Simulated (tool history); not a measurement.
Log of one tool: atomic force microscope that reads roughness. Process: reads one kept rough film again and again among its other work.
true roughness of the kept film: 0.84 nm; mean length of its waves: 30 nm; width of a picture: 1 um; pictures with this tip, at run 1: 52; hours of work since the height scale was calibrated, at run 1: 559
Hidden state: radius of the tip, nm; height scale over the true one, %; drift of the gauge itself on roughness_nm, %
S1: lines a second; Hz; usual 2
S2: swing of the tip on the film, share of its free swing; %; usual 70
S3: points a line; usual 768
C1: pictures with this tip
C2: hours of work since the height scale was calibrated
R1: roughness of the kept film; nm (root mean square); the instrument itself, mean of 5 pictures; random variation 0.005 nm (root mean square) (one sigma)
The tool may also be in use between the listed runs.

run,hour,S1,S2,S3,C1,C2,R1
1,0,2,70,768,52,559,0.712
2,34.4,2,70,768,98,577,0.676
# hour 67: new tip fitted
3,100.5,2,70,768,44,611,0.722
# hour 174.2: new tip fitted
4,174.2,2,70,279,0,649,0.726
5,250.2,2,64,768,100,688,0.698
# hour 282.3: new tip fitted
6,318.9,2,64,768,48,724,0.73
7,374.8,2,64,791,122,753,0.691
# hour 389.1: new tip fitted
8,413.7,2,64,791,32,772,0.735
9,468.7,3.69,70,768,104,801,0.639
# hour 500: new tip fitted
10,506,3.69,70,768,8,820,0.685
11,543.5,1.07,70,768,57,839,0.72
12,583.5,1.07,70,768,109,860,0.713
# hour 606.7: new tip fitted
13,631.2,1.07,70,768,32,884,0.745
14,684,2,70,768,101,912,0.675
# hour 710.4: new tip fitted
15,740.7,2,70,768,39,941,0.719
16,775.2,2,70,768,85,959,0.687
# hour 816: new tip fitted
17,844,2,70,768,36,994,0.723
18,916,2,70,768,131,1031,0.662
# hour 921.7: new tip fitted
19,961.1,2,70,768,51,1055,0.707
# hour 1026.1: new tip fitted
20,1042.7,2,70,768,22,1096,0.717
21,1087.2,2,70,768,80,1120,0.688
# hour 1132.8: new tip fitted
22,1156,2,70,768,31,1155,0.713
23,1220.9,2,70,768,116,1188,0.673
# hour 1238.5: new tip fitted
24,1299.6,2,70,341,81,1229,0.679
# hour 1343.3: new tip fitted
25,1352.5,2,70,341,12,1256,0.723
26,1397.9,2,70,258,72,1280,0.662
27,1435.1,3.99,60,478,121,1299,0.661
# hour 1446.7: new tip fitted
28,1481.3,2,70,958,45,1323,0.706
29,1549,1.3,58,958,134,1358,0.7
# hour 1556.1: new tip fitted
30,1583.7,3.96,70,768,37,1375,0.656
31,1621.6,2,64,768,86,1395,0.71
# hour 1661.3: new tip fitted
32,1692,2,64,768,40,1431,0.729
33,1729.6,3,64,726,90,1451,0.679
# hour 1771.9: new tip fitted
34,1802.1,1.01,64,292,39,1488,0.74
35,1844.3,1.19,64,946,94,1510,0.724
# hour 1878.4: new tip fitted
36,1905.2,3.11,59,973,35,1541,0.718
37,1979.2,2,68,368,132,1579,0.665
# hour 1987.4: new tip fitted
38,2050.5,2,68,368,83,1616,0.686
# hour 2091.3: new tip fitted
39,2112.8,1.22,68,368,28,1648,0.737
40,2152.7,1.22,66,368,80,1669,0.71
# hour 2196.1: new tip fitted
41,2235.7,1.53,89,263,52,1711,0.644
42,2293.2,2.69,71,262,127,1741,0.635
# hour 2300.8: new tip fitted
43,2335.7,0.6,68,540,45,1763,0.742
# hour 2406.7: new tip fitted
44,2412.2,0.6,68,540,7,1802,0.772
45,2447.9,2.32,65,540,54,1821,0.71
46,2487.8,0.83,65,802,106,1841,0.714
# hour 2514.7: new tip fitted
47,2551.9,0.83,65,802,49,1874,0.747
48,2611.1,0.83,65,802,127,1905,0.703
# hour 2621.3: new tip fitted
49,2659.8,0.83,65,802,51,1930,0.746
50,2698.2,1.3,65,420,101,1950,0.7
# hour 2729.5: new tip fitted
51,2754.9,1.02,73,420,33,1979,0.732

3 ways to go on from here, each from the tool as it stands after run 51. What would each give?
A,2802.3,2,70,607,95,2003,?
B,2802.3,1.02,64,420,95,2003,?
C,2802.3,2.37,79,831,95,2003,?

run,R1
A,0.679
B,0.711
C,0.63
Without the tool's hidden state the same runs would have given:
run,R1
A,0.74
B,0.775
C,0.686
